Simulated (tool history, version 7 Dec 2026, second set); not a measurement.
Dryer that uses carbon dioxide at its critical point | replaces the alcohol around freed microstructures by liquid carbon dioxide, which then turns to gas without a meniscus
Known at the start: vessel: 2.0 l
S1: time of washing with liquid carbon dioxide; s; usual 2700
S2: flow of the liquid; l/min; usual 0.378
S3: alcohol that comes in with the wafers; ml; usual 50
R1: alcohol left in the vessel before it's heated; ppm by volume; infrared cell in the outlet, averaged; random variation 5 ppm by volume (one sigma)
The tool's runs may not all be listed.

run   hour    S1     S2   S3   R1
  1      0  2700  0.378   50   49
  2   19.3  2700  0.378   38   45
  3   39.3  2700  0.378   38   47
  4   59.5  2700  0.378   50   46
  5   70.5  2700  0.378   50   48
  6   82.7  2700  0.378   50   63
  7  101.3  1980  0.378   50  193
  8  126.3  1620  0.378   50  450
  9  142.3  1620  0.378   50  448
 10  165.5  2700  0.378   81   77
 11  189.4  2700  0.378   81   67
 12    203  2700  0.378   54   63
 13  222.3  2700  0.378   54   54
 14  242.7  2700  0.378   54   58
 15  263.2  2700  0.378   54   71
 16    284  2700  0.378   54   69
 17  295.4  2700  0.378   54   68
 18  313.2  2700  0.378   54   67
 19  327.5  2700  0.378   54   74
 20  338.5  2700  0.378   54   62
 21  350.4  2700  0.378   54   70
 22  370.4  2700  0.378   54   75
 23  389.9  2700  0.378   50   62
 24  412.4  2700  0.378   50   71
 25  437.7  3480  0.477   79   48
 26  453.3  3480  0.477   79   46
 27  473.6  2100  0.433   50  107
 28  495.1  3120  0.411   50   53
 29  516.2  2700  0.416   25   56
 30  531.4  2700  0.416   25   57
 31  552.1  2520  0.369   24   68
 32  568.5  3480  0.392   24   52
 33    582  3480  0.392   24   50
 34  599.8  3480  0.392   24   50
 35  618.3  2160  0.287   54  500
 36    630  2160  0.287   54  510
 37  655.6  2460  0.306   63  264
 38  674.1  1740   0.35   63  621
 39  690.1  1740   0.35   63  603
 40  702.3  1740   0.35   63  631
 41  717.3  3480   0.31   44   66
 42  739.4  2700  0.378   49   86
 43  752.7  2700  0.378   49   80
 44  774.5  2700  0.378  105  122
 45  788.5  2700  0.329   64  145
 46  799.4  1740   0.35   31  352

4 ways to go on from here, each from the tool as it stands after run 46. What would each give?
  A  813.7  2700  0.378  80   ?
  B  813.7  3000   0.35  75   ?
  C  813.7  3240  0.378  24   ?
  D  813.7  1800  0.363  29   ?

run   R1
  A  108
  B  103
  C   58
  D  265
Without the tool's hidden state the same runs would have given:
run   R1
  A   43
  B   40
  C    6
  D  171
